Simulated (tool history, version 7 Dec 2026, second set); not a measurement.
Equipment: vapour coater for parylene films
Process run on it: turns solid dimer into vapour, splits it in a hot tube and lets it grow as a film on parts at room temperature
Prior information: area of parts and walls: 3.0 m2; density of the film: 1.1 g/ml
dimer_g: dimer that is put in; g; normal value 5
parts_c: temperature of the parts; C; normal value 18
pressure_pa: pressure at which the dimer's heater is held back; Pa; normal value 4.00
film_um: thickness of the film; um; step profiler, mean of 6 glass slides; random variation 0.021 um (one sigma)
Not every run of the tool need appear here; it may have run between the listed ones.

| run | day | dimer_g | parts_c | pressure_pa | film_um |
|---|---|---|---|---|---|
| 1 | 0.000 | 5 | 18 | 4.00 | 0.80 |
| 2 | 2.212 | 5 | 18 | 4.00 | 0.80 |
| 3 | 3.321 | 5 | 18 | 4.00 | 0.78 |
| 4 | 4.358 | 5 | 18 | 4.00 | 0.75 |
| 5 | 5.662 | 5 | 18 | 4.00 | 0.78 |
| 6 | 7.421 | 5 | 18 | 4.00 | 0.76 |
| 7 | 8.517 | 5 | 18 | 4.00 | 0.76 |
| 8 | 10.629 | 5 | 18 | 4.00 | 0.73 |
| 9 | 12.246 | 5 | 18 | 4.00 | 0.71 |
| 10 | 13.842 | 5 | 18 | 4.00 | 0.74 |
| 11 | 15.954 | 5 | 14 | 4.00 | 0.86 |
| 12 | 18.075 | 5 | 14 | 4.00 | 0.85 |
| 13 | 19.275 | 3 | 19 | 9.29 | 0.40 |
| 14 | 21.000 | 3 | 21 | 6.20 | 0.33 |
| 15 | 22.221 | 3 | 21 | 6.20 | 0.38 |
| 16 | 23.992 | 3 | 23 | 6.93 | 0.35 |
| 17 | 25.567 | 3 | 21 | 2.63 | 0.43 |
| 18 | 27.817 | 3 | 21 | 2.63 | 0.42 |
| 19 | 29.954 | 3 | 30 | 8.30 | 0.28 |
| 20 | 31.362 | 3 | 30 | 2.88 | 0.31 |
| 21 | 33.012 | 4 | 25 | 8.41 | 0.42 |
| 22 | 34.254 | 5 | 11 | 4.06 | 1.05 |

Withheld: 1 entry from between the runs. Position of each, and hidden state at the listed run before versus the listed run after:
Logged between run 16 and run 17: trap's valve overhauled (day 25.288)
  vapour lost through the trap's worn valve, %: 12.1 -> 0.2; true temperature of the parts over the reading, C: 0.83 -> 0.84
  measured minus no-state result, film_um: -0.06 -> -0.01 um
